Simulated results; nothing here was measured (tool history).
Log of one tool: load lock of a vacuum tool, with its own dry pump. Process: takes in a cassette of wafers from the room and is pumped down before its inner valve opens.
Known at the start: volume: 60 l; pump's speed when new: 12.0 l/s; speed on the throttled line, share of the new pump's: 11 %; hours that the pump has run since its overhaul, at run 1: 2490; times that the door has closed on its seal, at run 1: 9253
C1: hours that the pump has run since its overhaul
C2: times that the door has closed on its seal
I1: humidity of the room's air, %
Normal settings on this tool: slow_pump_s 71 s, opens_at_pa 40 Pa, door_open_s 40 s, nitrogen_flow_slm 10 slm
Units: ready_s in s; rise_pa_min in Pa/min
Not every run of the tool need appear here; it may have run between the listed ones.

Run 1, hour 0: usual settings; C1 2490; C2 9253; I1 45.5. Result: ready_s 104 s, rise_pa_min 0.114 Pa/min.
Run 2, hour 121.3: usual settings; C1 2611; C2 9407; I1 42.9. Result: ready_s 103.1 s, rise_pa_min 0.122 Pa/min.
Run 3, hour 204.4: usual settings; C1 2695; C2 9513; I1 42.5. Result: ready_s 103.8 s, rise_pa_min 0.117 Pa/min.
Run 4, hour 335.8: usual settings but door_open_s 61 s; C1 2826; C2 9680; I1 40.2. Result: ready_s 103.5 s, rise_pa_min 0.133 Pa/min.
Run 5, hour 431.2: usual settings but door_open_s 61 s; C1 2921; C2 9801; I1 43.2. Result: ready_s 103.1 s, rise_pa_min 0.127 Pa/min.
Run 6, hour 550.2: usual settings but nitrogen_flow_slm 25 slm; C1 3040; C2 9953; I1 37.7. Result: ready_s 104.2 s, rise_pa_min 0.117 Pa/min.
Run 7, hour 622: usual settings but nitrogen_flow_slm 25 slm; C1 3112; C2 10044; I1 47.2. Result: ready_s 104.2 s, rise_pa_min 0.113 Pa/min.
Run 8, hour 744.9: usual settings but opens_at_pa 45 Pa; C1 3235; C2 10200; I1 43.6. Result: ready_s 102.6 s, rise_pa_min 0.13 Pa/min.
Run 9, hour 816.6: usual settings; C1 3307; C2 10292; I1 42.8. Result: ready_s 103.4 s, rise_pa_min 0.13 Pa/min.
Run 10, hour 942.7: usual settings; C1 3433; C2 10452; I1 47.6. Result: ready_s 104.1 s, rise_pa_min 0.135 Pa/min.
Run 11, hour 1057.5: usual settings but nitrogen_flow_slm 5 slm; C1 3548; C2 10598; I1 45.7. Result: ready_s 104.1 s, rise_pa_min 0.133 Pa/min.
Run 12, hour 1184.6: usual settings but nitrogen_flow_slm 5 slm; C1 3675; C2 10760; I1 44.4. Result: ready_s 104.1 s, rise_pa_min 0.139 Pa/min.
Run 13, hour 1260.8: usual settings; C1 3751; C2 10856; I1 39.9. Result: ready_s 103.7 s, rise_pa_min 0.137 Pa/min.
Run 14, hour 1400.4: usual settings but slow_pump_s 81 s, door_open_s 168 s, nitrogen_flow_slm 8 slm; C1 3891; C2 11034; I1 43.8. Result: ready_s 112 s, rise_pa_min 0.185 Pa/min.
Run 15, hour 1497.2: usual settings but slow_pump_s 85 s, door_open_s 168 s, nitrogen_flow_slm 8 slm; C1 3987; C2 11157; I1 43. Result: ready_s 116.4 s, rise_pa_min 0.183 Pa/min.
Run 16, hour 1582.7: usual settings but opens_at_pa 52 Pa, nitrogen_flow_slm 7 slm; C1 4073; C2 11266; I1 46.5. Result: ready_s 102.4 s, rise_pa_min 0.148 Pa/min.
Run 17, hour 1699.3: usual settings but opens_at_pa 62 Pa, nitrogen_flow_slm 5 slm; C1 4190; C2 11414; I1 45.8. Result: ready_s 101.6 s, rise_pa_min 0.152 Pa/min.
Run 18, hour 1840.3: usual settings but slow_pump_s 39 s, opens_at_pa 41 Pa, door_open_s 57 s, nitrogen_flow_slm 5 slm; C1 4331; C2 11593; I1 43.7. Result: ready_s 75 s, rise_pa_min 0.161 Pa/min.
Run 19, hour 1935.2: usual settings but slow_pump_s 39 s, opens_at_pa 41 Pa, door_open_s 57 s, nitrogen_flow_slm 5 slm; C1 4425; C2 11714; I1 45.3. Result: ready_s 75.2 s, rise_pa_min 0.159 Pa/min.
Run 20, hour 2077.1: usual settings but door_open_s 27 s, nitrogen_flow_slm 5 slm; C1 4567; C2 11894; I1 43.9. Result: ready_s 104 s, rise_pa_min 0.151 Pa/min.
Run 21, hour 2147: usual settings but door_open_s 27 s, nitrogen_flow_slm 5 slm; C1 4637; C2 11983; I1 42.4. Result: ready_s 104.2 s, rise_pa_min 0.149 Pa/min.
Run 22, hour 2275.1: usual settings but slow_pump_s 44 s, door_open_s 27 s, nitrogen_flow_slm 13 slm; C1 4765; C2 12146; I1 46.8. Result: ready_s 80.4 s, rise_pa_min 0.146 Pa/min.
Run 23, hour 2361.4: usual settings but slow_pump_s 44 s, door_open_s 27 s, nitrogen_flow_slm 13 slm; C1 4852; C2 12256; I1 49.7. Result: ready_s 80.1 s, rise_pa_min 0.146 Pa/min.
Run 24, hour 2454.9: usual settings but opens_at_pa 47 Pa; C1 4945; C2 12375; I1 47.6. Result: ready_s 103.7 s, rise_pa_min 0.165 Pa/min.
Run 25, hour 2592: usual settings but opens_at_pa 47 Pa; C1 5082; C2 12549; I1 45.6. Result: ready_s 103.7 s, rise_pa_min 0.164 Pa/min.
Run 26, hour 2654.1: usual settings but opens_at_pa 47 Pa; C1 5144; C2 12628; I1 44.4. Result: ready_s 103.2 s, rise_pa_min 0.168 Pa/min.

Consider 3 possible next runs. They are alternatives, not a sequence: every one starts from the tool as it was left by run 26. What does each give?
Run A, hour 2719.8: usual settings but slow_pump_s 140 s, opens_at_pa 47 Pa, door_open_s 47 s; C1 5210; C2 12712; I1 44.5. Result: ready_s ?, rise_pa_min ?.
Run B, hour 2719.8: usual settings but door_open_s 35 s; C1 5210; C2 12712; I1 47.7. Result: ready_s ?, rise_pa_min ?.
Run C, hour 2719.8: usual settings but door_open_s 43 s; C1 5210; C2 12712; I1 47.2. Result: ready_s ?, rise_pa_min ?.

run  ready_s  rise_pa_min
  A    165.2        0.168
  B    104.2         0.16
  C    103.9         0.17
With no hidden state in the tool, these same runs would have given:
run  ready_s  rise_pa_min
  A    164.1        0.036
  B    102.7        0.028
  C    102.4        0.039
